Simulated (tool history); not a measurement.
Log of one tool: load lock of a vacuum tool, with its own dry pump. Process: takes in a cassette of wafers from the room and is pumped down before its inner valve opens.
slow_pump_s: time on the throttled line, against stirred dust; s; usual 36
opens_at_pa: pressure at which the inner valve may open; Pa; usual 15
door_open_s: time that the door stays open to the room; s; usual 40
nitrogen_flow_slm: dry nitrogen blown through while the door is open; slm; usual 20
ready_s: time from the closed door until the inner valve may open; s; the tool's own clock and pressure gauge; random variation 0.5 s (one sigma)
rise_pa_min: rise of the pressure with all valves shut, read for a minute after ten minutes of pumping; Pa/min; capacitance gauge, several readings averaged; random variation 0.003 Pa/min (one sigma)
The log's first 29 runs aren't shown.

run,hour,slow_pump_s,opens_at_pa,door_open_s,nitrogen_flow_slm,hours that the pump has run since its overhaul,times that the door has closed on its seal,"incoming humidity of the room's air, %",ready_s,rise_pa_min
30,5108.1,35,25,177,6,2203,29147,47.5,65.1,0.286
31,5268.5,35,25,177,6,2364,29535,48.0,66.2,0.285
32,5412.8,38,15,40,20,2508,29885,43.3,70.8,0.231
33,5561.2,38,11,40,20,2657,30245,47.3,71.3,0.233
34,5782.8,38,11,40,20,2878,30782,41.9,73.5,0.231
35,5887.5,27,15,40,37,2983,31036,47.1,61.3,0.238
36,6075.5,27,15,40,37,3171,31492,48.3,61.7,0.243
37,6311.5,36,15,40,9,3407,32064,41.0,69.8,0.262
38,6458.2,36,15,26,9,3554,32419,43.4,68.0,0.265

Forecast each of these 3 alternatives for the next run:
A,6656.2,43,18,40,36,3752,32899,45.7,?,?
B,6656.2,44,15,97,30,3752,32899,49.3,?,?
C,6656.2,35,27,40,25,3752,32899,44.5,?,?

run,ready_s,rise_pa_min
A,74.9,0.252
B,76.1,0.279
C,65.6,0.259
Without the tool's hidden state the same runs would have given:
run,ready_s,rise_pa_min
A,73.1,0.023
B,74.2,0.044
C,63.8,0.030

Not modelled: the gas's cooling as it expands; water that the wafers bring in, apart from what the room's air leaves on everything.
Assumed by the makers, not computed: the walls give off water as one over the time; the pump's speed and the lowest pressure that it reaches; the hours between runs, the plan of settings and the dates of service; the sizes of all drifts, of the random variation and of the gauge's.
